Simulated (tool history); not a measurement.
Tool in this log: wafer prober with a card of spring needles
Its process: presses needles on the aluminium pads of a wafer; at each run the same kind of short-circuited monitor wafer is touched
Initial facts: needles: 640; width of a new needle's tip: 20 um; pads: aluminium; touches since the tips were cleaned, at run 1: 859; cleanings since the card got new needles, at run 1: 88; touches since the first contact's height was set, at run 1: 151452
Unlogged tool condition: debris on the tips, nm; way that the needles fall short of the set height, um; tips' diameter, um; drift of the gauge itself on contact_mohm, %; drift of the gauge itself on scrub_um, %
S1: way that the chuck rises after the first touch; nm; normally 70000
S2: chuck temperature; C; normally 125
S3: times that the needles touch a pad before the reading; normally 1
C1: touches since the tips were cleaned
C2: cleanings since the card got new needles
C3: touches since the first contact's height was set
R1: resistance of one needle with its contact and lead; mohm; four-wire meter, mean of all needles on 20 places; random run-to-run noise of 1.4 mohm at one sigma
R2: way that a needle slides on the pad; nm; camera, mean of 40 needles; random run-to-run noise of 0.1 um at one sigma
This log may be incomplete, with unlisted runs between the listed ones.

run 1 day=0 | S1=70000 S2=125 S3=1 | C1=859 C2=88 C3=151452 | R1=185 R2=10060
-- day=0.058 tips cleaned on abrasive film
-- day=0.192 tips cleaned on abrasive film
-- day=0.325 tips cleaned on abrasive film
-- day=0.433 tips cleaned on abrasive film
-- day=0.546 tips cleaned on abrasive film
-- day=0.654 tips cleaned on abrasive film
-- day=0.788 tips cleaned on abrasive film
run 2 day=0.883 | S1=70000 S2=77 S3=1 | C1=1466 C2=95 C3=164559 | R1=252 R2=8740
-- day=0.912 tips cleaned on abrasive film
-- day=1.021 tips cleaned on abrasive film
-- day=1.129 tips cleaned on abrasive film
-- day=1.238 tips cleaned on abrasive film
-- day=1.375 tips cleaned on abrasive film
-- day=1.483 tips cleaned on abrasive film
-- day=1.617 tips cleaned on abrasive film
-- day=1.725 tips cleaned on abrasive film
run 3 day=1.788 | S1=70000 S2=77 S3=1 | C1=923 C2=103 C3=177920 | R1=227 R2=8690
-- day=1.842 tips cleaned on abrasive film
-- day=1.95 tips cleaned on abrasive film
-- day=2.062 tips cleaned on abrasive film
-- day=2.171 tips cleaned on abrasive film
-- day=2.279 tips cleaned on abrasive film
run 4 day=2.367 | S1=70000 S2=77 S3=1 | C1=1352 C2=108 C3=186494 | R1=275 R2=8530
-- day=2.396 tips cleaned on abrasive film
-- day=2.408 height of the first contact set anew
-- day=2.517 tips cleaned on abrasive film
-- day=2.625 tips cleaned on abrasive film
-- day=2.762 tips cleaned on abrasive film
-- day=2.871 tips cleaned on abrasive film
-- day=2.979 tips cleaned on abrasive film
-- day=3.088 tips cleaned on abrasive film
-- day=3.117 tips cleaned on abrasive film, once more
-- day=3.225 tips cleaned on abrasive film
run 5 day=3.312 | S1=70000 S2=77 S3=1 | C1=1297 C2=117 C3=13334 | R1=197 R2=11650
-- day=3.342 tips cleaned on abrasive film
-- day=3.475 tips cleaned on abrasive film
-- day=3.583 tips cleaned on abrasive film
-- day=3.692 tips cleaned on abrasive film
-- day=3.829 tips cleaned on abrasive film
run 6 day=3.908 | S1=70000 S2=77 S3=1 | C1=1224 C2=122 C3=22182 | R1=196 R2=11400
-- day=3.938 tips cleaned on abrasive film
-- day=4.05 tips cleaned on abrasive film
-- day=4.158 tips cleaned on abrasive film
-- day=4.292 tips cleaned on abrasive film
-- day=4.4 tips cleaned on abrasive film
-- day=4.508 tips cleaned on abrasive film
-- day=4.617 tips cleaned on abrasive film
-- day=4.754 tips cleaned on abrasive film
-- day=4.862 tips cleaned on abrasive film
-- day=4.971 tips cleaned on abrasive film
run 7 day=5.021 | S1=70000 S2=77 S3=1 | C1=796 C2=132 C3=38643 | R1=186 R2=11180
-- day=5.104 tips cleaned on abrasive film
-- day=5.212 tips cleaned on abrasive film
-- day=5.321 tips cleaned on abrasive film
-- day=5.429 tips cleaned on abrasive film
-- day=5.538 tips cleaned on abrasive film
-- day=5.65 tips cleaned on abrasive film
-- day=5.758 tips cleaned on abrasive film
-- day=5.867 tips cleaned on abrasive film
-- day=5.975 tips cleaned on abrasive film
-- day=6.083 tips cleaned on abrasive film
run 8 day=6.112 | S1=70000 S2=77 S3=1 | C1=471 C2=142 C3=54763 | R1=162 R2=11190
-- day=6.196 tips cleaned on abrasive film
-- day=6.304 tips cleaned on abrasive film
-- day=6.412 tips cleaned on abrasive film
-- day=6.521 tips cleaned on abrasive film
-- day=6.633 tips cleaned on abrasive film
-- day=6.742 tips cleaned on abrasive film
-- day=6.85 tips cleaned on abrasive film
-- day=6.958 tips cleaned on abrasive film
-- day=7.067 tips cleaned on abrasive film
run 9 day=7.133 | S1=70000 S2=125 S3=2 | C1=1051 C2=151 C3=69860 | R1=175 R2=10850
-- day=7.192 tips cleaned on abrasive film
-- day=7.325 tips cleaned on abrasive film
-- day=7.433 tips cleaned on abrasive film
-- day=7.542 tips cleaned on abrasive film
-- day=7.654 tips cleaned on abrasive film
-- day=7.762 tips cleaned on abrasive film
run 10 day=7.85 | S1=70000 S2=125 S3=1 | C1=1352 C2=157 C3=80441 | R1=232 R2=10970
-- day=7.879 tips cleaned on abrasive film
-- day=7.988 tips cleaned on abrasive film
-- day=8.096 tips cleaned on abrasive film
-- day=8.204 tips cleaned on abrasive film
-- day=8.312 tips cleaned on abrasive film
-- day=8.425 tips cleaned on abrasive film
-- day=8.533 tips cleaned on abrasive film
-- day=8.642 tips cleaned on abrasive film
run 11 day=8.712 | S1=78000 S2=48 S3=1 | C1=1097 C2=165 C3=93174 | R1=191 R2=12100

What will run 12 give?
-- day=8.767 tips cleaned on abrasive film
-- day=8.904 tips cleaned on abrasive film
-- day=9.012 tips cleaned on abrasive film
-- day=9.121 tips cleaned on abrasive film
-- day=9.254 tips cleaned on abrasive film
-- day=9.392 tips cleaned on abrasive film
-- day=9.5 tips cleaned on abrasive film
-- day=9.608 tips cleaned on abrasive film
run 12 day=9.646 | S1=78000 S2=29 S3=1 | C1=587 C2=173 C3=107003 | R1=? R2=?

R1: 155 mohm
R2: 11890 nm
On a tool with no hidden condition, and with the same random variation, this run would have come out at R1 111 mohm, R2 13160 nm.
